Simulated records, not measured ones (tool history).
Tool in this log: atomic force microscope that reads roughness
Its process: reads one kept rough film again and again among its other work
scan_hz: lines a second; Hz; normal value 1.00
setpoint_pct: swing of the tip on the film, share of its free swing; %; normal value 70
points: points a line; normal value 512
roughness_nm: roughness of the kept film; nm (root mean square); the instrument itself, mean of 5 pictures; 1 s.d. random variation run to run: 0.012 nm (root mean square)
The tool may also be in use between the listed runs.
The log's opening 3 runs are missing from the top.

run,hour,scan_hz,setpoint_pct,points,roughness_nm
4,92.7,1.00,70,512,2.956
# hour 141.8: new tip fitted
5,143.0,2.47,70,512,2.749
6,180.8,1.00,70,512,2.930
7,209.8,1.00,70,512,2.920
8,255.8,1.00,70,512,2.909
# hour 273.1: new tip fitted
9,303.2,1.00,70,512,2.922
10,334.1,1.00,70,512,2.944
11,359.2,1.00,70,512,2.924
12,380.9,1.00,70,512,2.928
# hour 406.4: new tip fitted
13,429.9,1.00,70,512,2.952
14,477.9,1.00,70,411,2.920
15,525.6,1.00,70,411,2.911
# hour 537.8: new tip fitted
16,568.2,1.00,70,512,2.919
17,614.7,1.00,70,512,2.935
18,662.2,1.00,79,512,2.838
# hour 670.0: new tip fitted
19,692.4,1.16,72,989,2.917

Run 20 has not been measured yet. What should we expect?
20,742.0,2.73,72,989,?

Run 20 produced roughness_nm 2.681 nm (root mean square).
Were there no unlogged condition in the tool, this run, its random variation unchanged, would have produced roughness_nm 2.687 nm (root mean square).
